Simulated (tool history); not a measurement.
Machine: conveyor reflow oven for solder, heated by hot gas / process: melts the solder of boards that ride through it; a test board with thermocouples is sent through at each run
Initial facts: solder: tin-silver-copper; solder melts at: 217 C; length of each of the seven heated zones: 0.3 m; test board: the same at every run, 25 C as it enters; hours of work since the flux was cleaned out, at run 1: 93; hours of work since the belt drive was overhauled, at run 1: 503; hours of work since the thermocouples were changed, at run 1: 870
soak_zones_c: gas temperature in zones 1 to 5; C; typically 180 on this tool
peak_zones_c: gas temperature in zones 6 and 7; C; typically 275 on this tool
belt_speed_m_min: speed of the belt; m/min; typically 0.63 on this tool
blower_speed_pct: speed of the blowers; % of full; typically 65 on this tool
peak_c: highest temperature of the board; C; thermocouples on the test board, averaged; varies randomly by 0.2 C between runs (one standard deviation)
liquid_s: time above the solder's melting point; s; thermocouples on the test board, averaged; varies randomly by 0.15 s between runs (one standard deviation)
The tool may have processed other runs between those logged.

run,hour,soak_zones_c,peak_zones_c,belt_speed_m_min,blower_speed_pct,hours of work since the flux was cleaned out,hours of work since the belt drive was overhauled,hours of work since the thermocouples were changed,peak_c,liquid_s
1,0,180,275,0.63,65,93,503,870,256.4,45.8
2,39.1,180,275,0.63,65,122,532,898,256.4,46.1
# hour 43.8: thermocouples of zones 6 and 7 changed
3,79.7,180,275,0.63,65,150,560,26,256.4,45.9
4,97.3,180,275,0.63,65,163,573,39,256.6,45.8
5,134.6,180,275,0.63,65,190,601,67,256.4,46
6,160.9,180,275,0.63,65,210,620,86,256.5,46
7,186.6,180,275,0.63,65,228,639,105,256.5,45.8
# hour 202.6: flux residue cleaned out of gas plates and filters
8,224.8,180,275,0.63,88,16,663,129,262.6,49.4
9,244.5,180,275,0.594,59,31,678,144,256,48.8
10,266.5,171,275,0.594,59,47,694,160,254.3,45
11,295.7,171,275,0.531,65,68,715,181,260.8,54.8
12,328.2,183,288,0.641,89,92,739,205,274.8,53.1
13,347.9,186,269,0.568,90,107,753,219,260.4,56.4
14,383.9,186,269,0.757,59,133,780,246,243.7,31.8
15,407.2,180,287,0.63,70,150,797,263,268.2,50.8

Here are 4 independent what-if runs from the current tool condition. What would each one return?
A,434.4,180,287,0.51,85,170,817,283,?,?
B,434.4,194,287,0.63,70,170,817,283,?,?
C,434.4,180,287,0.737,80,170,817,283,?,?
D,434.4,192,288,0.63,51,170,817,283,?,?

run,peak_c,liquid_s
A,278.2,67.2
B,271,55.7
C,266,42.8
D,263.9,52.4
What these runs would have given with no unlogged condition in the tool:
run,peak_c,liquid_s
A,278.2,67.1
B,271.1,55.7
C,266.1,42.7
D,263.9,52.4
